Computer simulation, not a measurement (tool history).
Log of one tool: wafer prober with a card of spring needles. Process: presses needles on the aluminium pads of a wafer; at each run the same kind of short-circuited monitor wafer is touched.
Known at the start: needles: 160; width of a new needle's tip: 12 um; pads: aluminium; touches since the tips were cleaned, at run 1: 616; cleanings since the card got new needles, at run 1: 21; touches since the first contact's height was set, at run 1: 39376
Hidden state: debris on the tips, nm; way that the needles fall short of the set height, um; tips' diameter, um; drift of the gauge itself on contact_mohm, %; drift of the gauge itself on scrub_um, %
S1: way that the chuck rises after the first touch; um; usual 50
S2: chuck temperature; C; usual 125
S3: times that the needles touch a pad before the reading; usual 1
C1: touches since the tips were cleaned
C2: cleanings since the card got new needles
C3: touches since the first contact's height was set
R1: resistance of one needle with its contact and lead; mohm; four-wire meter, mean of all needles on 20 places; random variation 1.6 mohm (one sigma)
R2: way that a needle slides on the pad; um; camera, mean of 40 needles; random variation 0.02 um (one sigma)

run,hour,S1,S2,S3,C1,C2,C3,R1,R2
1,0.0,50,125,1,616,21,39376,168,7.09
# hour 4.9: tips cleaned on abrasive film
# hour 12.1: tips cleaned on abrasive film
# hour 19.2: tips cleaned on abrasive film
2,20.4,50,125,1,290,24,44286,164,7.05
# hour 26.7: tips cleaned on abrasive film
3,31.0,46,125,1,1048,25,46841,174,6.50
# hour 34.1: tips cleaned on abrasive film
# hour 41.6: tips cleaned on abrasive film
4,48.0,50,113,1,1549,27,50934,176,7.01
# hour 49.5: tips cleaned on abrasive film
# hour 57.2: tips cleaned on abrasive film
5,57.5,50,32,1,76,29,53198,149,7.05
# hour 64.1: tips cleaned on abrasive film
# hour 71.9: tips cleaned on abrasive film
6,74.1,50,32,1,536,31,57206,152,7.02
# hour 79.5: tips cleaned on abrasive film
# hour 86.1: tips cleaned on abrasive film
7,86.2,50,32,1,41,33,60114,149,7.02
# hour 93.0: tips cleaned on abrasive film
8,94.7,50,32,1,412,34,62151,151,7.00
# hour 99.7: tips cleaned on abrasive film
# hour 106.3: tips cleaned on abrasive film
# hour 113.6: tips cleaned on abrasive film
9,115.2,50,29,1,372,37,67077,149,6.98
# hour 121.2: tips cleaned on abrasive film
# hour 128.9: tips cleaned on abrasive film
10,132.2,50,29,1,806,39,71192,158,6.95
# hour 136.6: tips cleaned on abrasive film
11,142.1,50,125,1,1330,40,73568,172,6.94
# hour 143.4: tips cleaned on abrasive film
# hour 150.9: tips cleaned on abrasive film
12,152.1,50,125,1,299,42,75970,166,6.93
# hour 158.0: tips cleaned on abrasive film
# hour 165.4: tips cleaned on abrasive film
13,170.4,50,125,1,1216,44,80371,176,6.94
# hour 172.1: tips cleaned on abrasive film
# hour 179.0: tips cleaned on abrasive film
# hour 186.3: tips cleaned on abrasive film
14,187.5,54,125,1,289,47,84473,162,7.47
# hour 193.9: tips cleaned on abrasive film
# hour 195.4: height of the first contact set anew
# hour 201.2: tips cleaned on abrasive film
15,203.1,37,62,2,472,49,1850,160,5.33
# hour 208.0: tips cleaned on abrasive film
16,213.0,64,110,1,1209,50,4231,163,9.27
# hour 215.8: tips cleaned on abrasive film
# hour 222.4: tips cleaned on abrasive film
17,225.0,50,55,2,630,52,7104,152,7.25
# hour 230.2: tips cleaned on abrasive film
# hour 238.0: tips cleaned on abrasive film
18,238.5,50,125,2,111,54,10356,165,7.19
# hour 244.9: tips cleaned on abrasive film
19,250.1,50,125,2,1280,55,13173,169,7.17
# hour 251.5: tips cleaned on abrasive film
# hour 258.6: tips cleaned on abrasive film
# hour 265.8: tips cleaned on abrasive film
20,270.7,50,125,2,1190,58,18103,168,7.19
# hour 272.4: tips cleaned on abrasive film
# hour 279.5: tips cleaned on abrasive film
21,281.7,50,125,1,521,60,20738,171,7.16
# hour 286.5: tips cleaned on abrasive film
# hour 293.7: tips cleaned on abrasive film
# hour 300.9: tips cleaned on abrasive film
22,301.6,50,25,3,178,63,25535,148,7.15
# hour 308.4: tips cleaned on abrasive film
# hour 315.3: tips cleaned on abrasive film
23,320.8,50,25,3,1329,65,30153,148,7.16
# hour 322.5: tips cleaned on abrasive film
# hour 329.5: tips cleaned on abrasive film
24,333.2,50,25,3,911,67,33138,150,7.10
# hour 336.7: tips cleaned on abrasive film
# hour 343.3: tips cleaned on abrasive film
25,345.3,50,25,3,486,69,36045,146,7.10
# hour 350.3: tips cleaned on abrasive film
26,354.5,50,25,3,1014,70,38249,149,7.07
# hour 357.6: tips cleaned on abrasive film
# hour 365.2: tips cleaned on abrasive film
27,367.7,50,25,3,623,72,41438,148,7.04
# hour 371.9: tips cleaned on abrasive film
# hour 378.9: tips cleaned on abrasive film
28,379.3,50,25,3,105,74,44206,147,7.07

Forecast each of these 3 alternatives for the next run:
# hour 385.8: tips cleaned on abrasive film
# hour 392.6: tips cleaned on abrasive film
# hour 399.2: tips cleaned on abrasive film
A,399.2,40,37,2,0,77,49003,?,?
# hour 385.8: tips cleaned on abrasive film
# hour 392.6: tips cleaned on abrasive film
# hour 399.2: tips cleaned on abrasive film
B,399.2,50,25,1,0,77,49003,?,?
# hour 385.8: tips cleaned on abrasive film
# hour 392.6: tips cleaned on abrasive film
# hour 399.2: tips cleaned on abrasive film
C,399.2,37,46,2,0,77,49003,?,?

run,R1,R2
A,149,5.59
B,145,7.06
C,154,5.16
Without the tool's hidden state the same runs would have given:
run,R1,R2
A,148,5.79
B,144,7.26
C,152,5.36
